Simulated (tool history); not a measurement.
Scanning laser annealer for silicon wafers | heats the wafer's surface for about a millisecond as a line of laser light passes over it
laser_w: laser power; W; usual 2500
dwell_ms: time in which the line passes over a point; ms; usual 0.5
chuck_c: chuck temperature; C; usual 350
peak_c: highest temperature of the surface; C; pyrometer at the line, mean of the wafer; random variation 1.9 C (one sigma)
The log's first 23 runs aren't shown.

run,hour,laser_w,dwell_ms,chuck_c,hours of work since the window was cleaned,hours of work since the power meter was calibrated,hours of work since the optics were aligned,peak_c
24,676.1,2500,0.618,350,233,892,428,1276
# hour 681: laser's power meter calibrated
25,711.2,2500,0.523,347,246,13,442,1187
26,749.5,2171,0.44,350,262,29,458,1021
27,774.8,2241,0.384,370,273,39,468,1010
28,802.3,2241,0.483,331,284,51,480,1059
# hour 833: laser's power meter calibrated, once more
29,844.8,2241,0.483,331,301,5,496,1055
30,886.2,2241,0.483,331,318,22,514,1053
31,927,2407,0.483,331,335,39,531,1105
32,956.3,2407,0.483,331,347,51,543,1097
33,990.1,2174,0.361,355,362,66,557,950
34,1027.4,2403,0.44,381,377,81,573,1110

Forecast run 35:
35,1066.6,2403,0.44,381,393,98,589,?

Run 35 gave peak_c 1106 C.
Without the tool's hidden state the same run would have given peak_c 1132 C.
